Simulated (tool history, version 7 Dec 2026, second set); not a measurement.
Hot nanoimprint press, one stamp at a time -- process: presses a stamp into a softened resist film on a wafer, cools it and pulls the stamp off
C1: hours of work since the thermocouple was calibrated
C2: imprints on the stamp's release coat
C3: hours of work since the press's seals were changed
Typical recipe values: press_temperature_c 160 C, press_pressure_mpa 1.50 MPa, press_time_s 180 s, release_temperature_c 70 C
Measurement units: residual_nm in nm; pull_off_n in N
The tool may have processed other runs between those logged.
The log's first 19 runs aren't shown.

run 20 hour=171.2 | press_temperature_c=170 press_pressure_mpa=1.05 press_time_s=112 release_temperature_c=72 | C1=456 C2=181 C3=362 | residual_nm=314.5 pull_off_n=196
run 21 hour=179.1 | press_temperature_c=168 press_pressure_mpa=1.51 press_time_s=99 release_temperature_c=68 | C1=462 C2=220 C3=368 | residual_nm=313.5 pull_off_n=197
run 22 hour=184.5 | press_temperature_c=156 press_pressure_mpa=1.51 press_time_s=99 release_temperature_c=77 | C1=466 C2=246 C3=372 | residual_nm=528.7 pull_off_n=185
run 23 hour=193.7 | press_temperature_c=156 press_pressure_mpa=1.51 press_time_s=99 release_temperature_c=77 | C1=473 C2=292 C3=380 | residual_nm=530.5 pull_off_n=188
run 24 hour=206.2 | press_temperature_c=156 press_pressure_mpa=1.51 press_time_s=99 release_temperature_c=77 | C1=483 C2=354 C3=389 | residual_nm=529.3 pull_off_n=187
run 25 hour=216.0 | press_temperature_c=155 press_pressure_mpa=1.50 press_time_s=180 release_temperature_c=59 | C1=491 C2=403 C3=397 | residual_nm=478.3 pull_off_n=211
run 26 hour=227.9 | press_temperature_c=155 press_pressure_mpa=1.50 press_time_s=180 release_temperature_c=59 | C1=500 C2=461 C3=406 | residual_nm=475.6 pull_off_n=214
run 27 hour=236.3 | press_temperature_c=160 press_pressure_mpa=1.50 press_time_s=143 release_temperature_c=76 | C1=506 C2=503 C3=413 | residual_nm=409.1 pull_off_n=189
run 28 hour=248.2 | press_temperature_c=155 press_pressure_mpa=1.38 press_time_s=292 release_temperature_c=62 | C1=516 C2=561 C3=422 | residual_nm=424.0 pull_off_n=205
run 29 hour=254.9 | press_temperature_c=160 press_pressure_mpa=1.35 press_time_s=180 release_temperature_c=70 | C1=521 C2=595 C3=427 | residual_nm=392.1 pull_off_n=193
run 30 hour=260.8 | press_temperature_c=160 press_pressure_mpa=1.35 press_time_s=180 release_temperature_c=70 | C1=525 C2=624 C3=432 | residual_nm=393.6 pull_off_n=190

Run 31, settings as shown, results not yet in. Your forecast:
run 31 hour=269.1 | press_temperature_c=160 press_pressure_mpa=1.35 press_time_s=180 release_temperature_c=70 | C1=532 C2=665 C3=438 | residual_nm=? pull_off_n=?

Run 31 measured residual_nm 392.2 nm, pull_off_n 191 N.
Had the tool carried no hidden state, the very same run would have given residual_nm 386.7 nm, pull_off_n 189 N.
